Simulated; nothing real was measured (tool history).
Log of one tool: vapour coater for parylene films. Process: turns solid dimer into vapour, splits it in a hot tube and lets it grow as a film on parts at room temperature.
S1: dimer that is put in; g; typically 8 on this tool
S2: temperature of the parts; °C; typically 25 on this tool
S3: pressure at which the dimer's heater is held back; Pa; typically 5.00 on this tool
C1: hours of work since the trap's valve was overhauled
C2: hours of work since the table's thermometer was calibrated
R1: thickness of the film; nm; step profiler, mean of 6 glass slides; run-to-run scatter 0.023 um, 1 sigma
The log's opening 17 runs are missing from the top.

Run 18, hour 756.5: usual settings; C1 197; C2 481. Result: R1 4260 nm.
Run 19, hour 789.4: usual settings but S2 19 °C; C1 217; C2 501. Result: R1 4910 nm.
Run 20, hour 857.9: usual settings but S3 11.24 Pa; C1 257; C2 541. Result: R1 4050 nm.
Run 21, hour 924.7: usual settings but S3 11.24 Pa; C1 297; C2 581. Result: R1 4050 nm.
Run 22, hour 989.8: usual settings but S3 11.24 Pa; C1 335; C2 619. Result: R1 3960 nm.
Run 23, hour 1024.0: usual settings but S1 11 g, S2 23 °C, S3 3.92 Pa; C1 355; C2 639. Result: R1 6090 nm.
Run 24, hour 1079.4: usual settings but S1 11 g, S2 23 °C, S3 3.92 Pa; C1 388; C2 672. Result: R1 6040 nm.
At hour 1127.3: trap's valve overhauled.
Run 25, hour 1133.0: usual settings but S1 7 g, S2 36 °C; C1 3; C2 702. Result: R1 2970 nm.
Run 26, hour 1173.6: usual settings but S1 7 g, S2 27 °C, S3 2.99 Pa; C1 27; C2 726. Result: R1 3740 nm.

Forecast run 27:
Run 27, hour 1204.2: usual settings but S1 7 g, S2 27 °C, S3 2.99 Pa; C1 45; C2 744. Result: R1 ?.

{"run 27": {"R1": 3770}}
The same run, on a tool lacking any hidden state, would have yielded R1 3790 nm.
